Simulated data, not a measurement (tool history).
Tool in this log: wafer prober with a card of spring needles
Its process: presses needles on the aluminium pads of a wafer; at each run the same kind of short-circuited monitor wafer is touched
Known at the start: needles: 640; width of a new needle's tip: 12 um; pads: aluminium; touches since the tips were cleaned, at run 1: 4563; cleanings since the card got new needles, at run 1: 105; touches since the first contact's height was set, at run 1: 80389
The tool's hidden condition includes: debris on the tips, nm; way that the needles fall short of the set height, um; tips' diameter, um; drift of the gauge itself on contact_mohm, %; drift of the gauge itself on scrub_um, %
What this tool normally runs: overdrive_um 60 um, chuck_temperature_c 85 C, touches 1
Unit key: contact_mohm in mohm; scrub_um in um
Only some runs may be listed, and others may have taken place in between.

| run | day | overdrive_um | chuck_temperature_c | touches | touches since the tips were cleaned | cleanings since the card got new needles | touches since the first contact's height was set | contact_mohm | scrub_um |
|---|---|---|---|---|---|---|---|---|---|
| 1 | 0 | 60 | 85 | 1 | 4563 | 105 | 80389 | 246 | 15.06 |
|  | 0.238 | tips cleaned on abrasive film |
|  | 1.362 | tips cleaned on abrasive film |
| 2 | 2.204 | 60 | 32 | 1 | 3943 | 107 | 90657 | 234 | 15.07 |
|  | 2.471 | tips cleaned on abrasive film |
|  | 3.596 | tips cleaned on abrasive film |
|  | 4.829 | tips cleaned on abrasive film |
| 3 | 4.892 | 60 | 32 | 1 | 286 | 110 | 103157 | 236 | 15.16 |
|  | 5.888 | tips cleaned on abrasive film |
|  | 6.162 | height of the first contact set anew |
|  | 7.154 | tips cleaned on abrasive film |
|  | 8.262 | tips cleaned on abrasive film |
| 4 | 8.288 | 60 | 85 | 1 | 112 | 113 | 9894 | 250 | 15.21 |
|  | 9.338 | tips cleaned on abrasive film |
|  | 10.538 | tips cleaned on abrasive film |
| 5 | 11.492 | 60 | 85 | 1 | 4450 | 115 | 24829 | 251 | 15.19 |
|  | 11.758 | tips cleaned on abrasive film |
|  | 13.025 | tips cleaned on abrasive film |
|  | 14.321 | tips cleaned on abrasive film |
| 6 | 14.321 | 60 | 85 | 1 | 0 | 118 | 37997 | 254 | 15.09 |
|  | 15.521 | tips cleaned on abrasive film |
| 7 | 16.517 | 60 | 85 | 1 | 4646 | 119 | 48236 | 254 | 15.11 |
|  | 16.712 | tips cleaned on abrasive film |
|  | 17.979 | tips cleaned on abrasive film |
| 8 | 18.9 | 60 | 85 | 1 | 4299 | 121 | 59344 | 251 | 15.13 |
|  | 19.167 | tips cleaned on abrasive film |
|  | 20.304 | tips cleaned on abrasive film |
|  | 21.396 | tips cleaned on abrasive film |
| 9 | 22.05 | 60 | 85 | 1 | 3078 | 124 | 74023 | 252 | 15.18 |
|  | 22.496 | tips cleaned on abrasive film |
|  | 23.738 | tips cleaned on abrasive film |
| 10 | 24.075 | 60 | 85 | 1 | 1576 | 126 | 83434 | 250 | 15.24 |
|  | 24.804 | tips cleaned on abrasive film |
|  | 26.117 | tips cleaned on abrasive film |
|  | 27.208 | tips cleaned on abrasive film |
| 11 | 27.508 | 60 | 85 | 1 | 1414 | 129 | 99438 | 254 | 15.11 |
|  | 28.412 | tips cleaned on abrasive film |
|  | 29.504 | tips cleaned on abrasive film |
|  | 29.517 | height of the first contact set anew |
| 12 | 29.546 | 60 | 85 | 2 | 136 | 131 | 136 | 253 | 15.15 |
|  | 30.629 | tips cleaned on abrasive film |
|  | 31.7 | tips cleaned on abrasive film |
| 13 | 31.7 | 60 | 85 | 2 | 0 | 133 | 10171 | 253 | 15.23 |
|  | 32.988 | tips cleaned on abrasive film |
| 14 | 33.779 | 60 | 29 | 2 | 3711 | 134 | 19867 | 234 | 15.22 |
|  | 34.212 | tips cleaned on abrasive film |
|  | 35.35 | tips cleaned on abrasive film |
| 15 | 35.433 | 60 | 85 | 1 | 395 | 136 | 27561 | 250 | 15.16 |
|  | 36.483 | tips cleaned on abrasive film |
|  | 37.646 | tips cleaned on abrasive film |
| 16 | 37.979 | 60 | 85 | 2 | 1563 | 138 | 39424 | 249 | 15.23 |
|  | 38.746 | tips cleaned on abrasive film |
|  | 39.975 | tips cleaned on abrasive film |
|  | 41.042 | tips cleaned on abrasive film |
| 17 | 41.042 | 60 | 85 | 2 | 0 | 141 | 53674 | 250 | 15.15 |
|  | 42.142 | tips cleaned on abrasive film |
| 18 | 43.054 | 55 | 41 | 3 | 4268 | 142 | 63059 | 241 | 13.86 |
|  | 43.312 | tips cleaned on abrasive film |
|  | 44.583 | tips cleaned on abrasive film |
|  | 45.783 | tips cleaned on abrasive film |
|  | 46.888 | tips cleaned on abrasive film |
| 19 | 46.888 | 55 | 41 | 3 | 0 | 146 | 80904 | 238 | 13.91 |
|  | 48.133 | tips cleaned on abrasive film |
|  | 49.383 | tips cleaned on abrasive film |
|  | 50.617 | tips cleaned on abrasive film |
| 20 | 50.617 | 50 | 59 | 1 | 0 | 149 | 98273 | 252 | 12.68 |
|  | 51.842 | tips cleaned on abrasive film |
|  | 53.046 | tips cleaned on abrasive film |
|  | 53.058 | height of the first contact set anew |
| 21 | 53.612 | 76 | 77 | 3 | 2582 | 151 | 2582 | 244 | 19.32 |
|  | 54.296 | tips cleaned on abrasive film |
|  | 55.608 | tips cleaned on abrasive film |
| 22 | 56.238 | 76 | 77 | 3 | 2943 | 153 | 14812 | 245 | 19.33 |
|  | 56.721 | tips cleaned on abrasive film |
|  | 57.871 | tips cleaned on abrasive film |
| 23 | 57.871 | 60 | 84 | 2 | 0 | 155 | 22423 | 251 | 15.17 |
|  | 59.075 | tips cleaned on abrasive film |
|  | 60.125 | tips cleaned on abrasive film |
| 24 | 60.467 | 60 | 84 | 2 | 1585 | 157 | 34501 | 253 | 15.23 |
|  | 61.258 | tips cleaned on abrasive film |
|  | 62.458 | tips cleaned on abrasive film |
|  | 63.554 | tips cleaned on abrasive film |
| 25 | 63.554 | 60 | 54 | 2 | 0 | 160 | 48894 | 245 | 15.29 |
|  | 64.775 | tips cleaned on abrasive film |
|  | 66.062 | tips cleaned on abrasive film |
| 26 | 66.254 | 43 | 58 | 1 | 911 | 162 | 61476 | 254 | 10.94 |
|  | 67.188 | tips cleaned on abrasive film |
|  | 68.483 | tips cleaned on abrasive film |
| 27 | 69.492 | 55 | 58 | 2 | 4706 | 164 | 76555 | 245 | 14.06 |
|  | 69.754 | tips cleaned on abrasive film |
|  | 71 | tips cleaned on abrasive film |
|  | 72.175 | tips cleaned on abrasive film |
| 28 | 72.175 | 45 | 58 | 2 | 0 | 167 | 89038 | 245 | 11.51 |
|  | 73.354 | tips cleaned on abrasive film |
|  | 74.567 | tips cleaned on abrasive film |
|  | 75.667 | tips cleaned on abrasive film |
| 29 | 75.667 | 74 | 38 | 3 | 0 | 170 | 105306 | 235 | 18.85 |

Forecast each of these 4 alternatives for the next run:
|  | 76.462 | height of the first contact set anew |
|  | 76.988 | tips cleaned on abrasive film |
|  | 78.217 | tips cleaned on abrasive film |
| A | 78.838 | 54 | 93 | 2 | 2911 | 172 | 11068 | ? | ? |
|  | 76.462 | height of the first contact set anew |
|  | 76.988 | tips cleaned on abrasive film |
|  | 78.217 | tips cleaned on abrasive film |
| B | 78.838 | 60 | 71 | 1 | 2911 | 172 | 11068 | ? | ? |
|  | 76.462 | height of the first contact set anew |
|  | 76.988 | tips cleaned on abrasive film |
|  | 78.217 | tips cleaned on abrasive film |
| C | 78.838 | 63 | 38 | 3 | 2911 | 172 | 11068 | ? | ? |
|  | 76.462 | height of the first contact set anew |
|  | 76.988 | tips cleaned on abrasive film |
|  | 78.217 | tips cleaned on abrasive film |
| D | 78.838 | 60 | 30 | 2 | 2911 | 172 | 11068 | ? | ? |

| run | contact_mohm | scrub_um |
|---|---|---|
| A | 253 | 13.75 |
| B | 249 | 15.31 |
| C | 236 | 16.07 |
| D | 236 | 15.33 |
Had the tool no hidden state, the same runs would have come out as:
| run | contact_mohm | scrub_um |
|---|---|---|
| A | 252 | 13.53 |
| B | 249 | 15.07 |
| C | 235 | 15.82 |
| D | 235 | 15.08 |

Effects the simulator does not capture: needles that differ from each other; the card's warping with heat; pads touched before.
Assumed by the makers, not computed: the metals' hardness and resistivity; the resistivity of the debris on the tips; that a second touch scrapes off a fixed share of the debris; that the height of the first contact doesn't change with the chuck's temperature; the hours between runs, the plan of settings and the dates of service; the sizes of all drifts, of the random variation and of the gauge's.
